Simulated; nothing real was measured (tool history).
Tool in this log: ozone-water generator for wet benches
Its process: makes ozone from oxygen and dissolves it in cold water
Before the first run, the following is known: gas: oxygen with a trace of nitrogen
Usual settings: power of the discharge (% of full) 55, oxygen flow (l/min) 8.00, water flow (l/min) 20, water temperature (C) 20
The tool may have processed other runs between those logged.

run,hour,power of the discharge (% of full),oxygen flow (l/min),water flow (l/min),water temperature (C),dissolved ozone (ppm),ozone in the gas ahead of the water (g/m3)
1,0.0,55,8.00,20,20,29.5,224.9
2,46.8,55,8.00,20,20,29.6,222.6
3,88.4,55,8.00,20,20,29.7,220.7
4,158.4,55,8.00,20,20,29.8,223.2
5,218.4,55,8.00,20,13,33.5,221.8
6,288.1,55,8.00,20,13,33.3,222.2
7,339.7,55,8.00,20,20,29.3,222.8
8,368.9,55,8.03,20,20,29.6,221.3
9,441.4,55,8.03,20,20,29.2,220.8
10,470.9,55,8.03,20,20,29.4,221.7
11,534.3,55,8.00,20,15,32.0,222.6
12,575.7,55,8.00,20,20,29.4,221.8
13,633.6,55,8.00,20,20,29.2,222.6
14,695.6,55,8.00,19,13,34.0,221.5
15,738.7,55,8.00,19,13,34.4,224.2
16,791.5,55,8.00,19,13,34.1,221.6
17,829.8,79,4.37,21,13,38.4,373.6
18,901.2,79,4.37,21,13,38.4,371.7
19,955.4,55,8.00,24,18,26.9,224.1
20,1012.8,41,12.49,19,16,25.4,148.2
21,1048.9,44,10.40,23,15,25.0,168.1
22,1084.6,43,10.96,12,19,30.6,161.4
23,1129.2,43,10.96,12,19,30.9,162.2
24,1197.0,55,8.00,30,20,22.7,221.7

For some of the steps in dissolved ozone (ppm) from one run to the next: how much would appear even if the tool had no hidden state, given the settings, what came in and random variation, and how much remains for the hidden state plus any gauge scatter that the measured result and the result without hidden state don't share?
Hidden conditions of the tool in this case: yield of the discharge, % of new electrodes'; contactor's efficiency, % of a clean one's; true water temperature over the reading, C; drift of the gauge itself on ozone_ppm, %; drift of the gauge itself on gas_g_m3, %.
Run 16 -> 17: power of the discharge (% of full) 55 -> 79, oxygen flow (l/min) 8.00 -> 4.37, water flow (l/min) 19 -> 21. dissolved ozone (ppm) +4.3: hidden state -0.8, all else +5.1.
Run 18 -> 19: power of the discharge (% of full) 79 -> 55, oxygen flow (l/min) 4.37 -> 8.00, water flow (l/min) 21 -> 24, water temperature (C) 13 -> 18. dissolved ozone (ppm) -11.5: hidden state +1.0, all else -12.5.
Run 23 -> 24: power of the discharge (% of full) 43 -> 55, oxygen flow (l/min) 10.96 -> 8.00, water flow (l/min) 12 -> 30, water temperature (C) 19 -> 20. dissolved ozone (ppm) -8.2: hidden state +0.0, all else -8.2.
